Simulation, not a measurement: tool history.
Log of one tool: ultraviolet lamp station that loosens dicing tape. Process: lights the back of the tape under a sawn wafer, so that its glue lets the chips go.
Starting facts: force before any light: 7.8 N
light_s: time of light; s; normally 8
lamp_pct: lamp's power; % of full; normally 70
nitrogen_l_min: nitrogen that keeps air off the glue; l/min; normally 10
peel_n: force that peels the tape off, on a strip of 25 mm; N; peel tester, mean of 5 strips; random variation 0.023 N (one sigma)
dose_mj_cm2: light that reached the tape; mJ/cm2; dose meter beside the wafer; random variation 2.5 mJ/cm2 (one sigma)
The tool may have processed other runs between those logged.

run 1 hour=0.0 | light_s=8 lamp_pct=70 nitrogen_l_min=10 | peel_n=1.907 dose_mj_cm2=209
run 2 hour=77.0 | light_s=8 lamp_pct=70 nitrogen_l_min=10 | peel_n=1.962 dose_mj_cm2=198
-- hour=115.0 window cleaned of glue's vapour
run 3 hour=118.8 | light_s=8 lamp_pct=70 nitrogen_l_min=10 | peel_n=1.575 dose_mj_cm2=241
run 4 hour=183.8 | light_s=8 lamp_pct=70 nitrogen_l_min=10 | peel_n=1.576 dose_mj_cm2=233
run 5 hour=260.9 | light_s=8 lamp_pct=70 nitrogen_l_min=10 | peel_n=1.775 dose_mj_cm2=215
run 6 hour=310.0 | light_s=8 lamp_pct=70 nitrogen_l_min=10 | peel_n=1.763 dose_mj_cm2=215

What does the tool deliver on the next run?
run 7 hour=368.9 | light_s=14 lamp_pct=86 nitrogen_l_min=10 | peel_n=? dose_mj_cm2=?

{"run 7": {"peel_n": 0.405, "dose_mj_cm2": 450}}
With the hidden condition absent and the run-to-run variation left alone, this run would have shown peel_n 0.177 N, dose_mj_cm2 609 mJ/cm2.

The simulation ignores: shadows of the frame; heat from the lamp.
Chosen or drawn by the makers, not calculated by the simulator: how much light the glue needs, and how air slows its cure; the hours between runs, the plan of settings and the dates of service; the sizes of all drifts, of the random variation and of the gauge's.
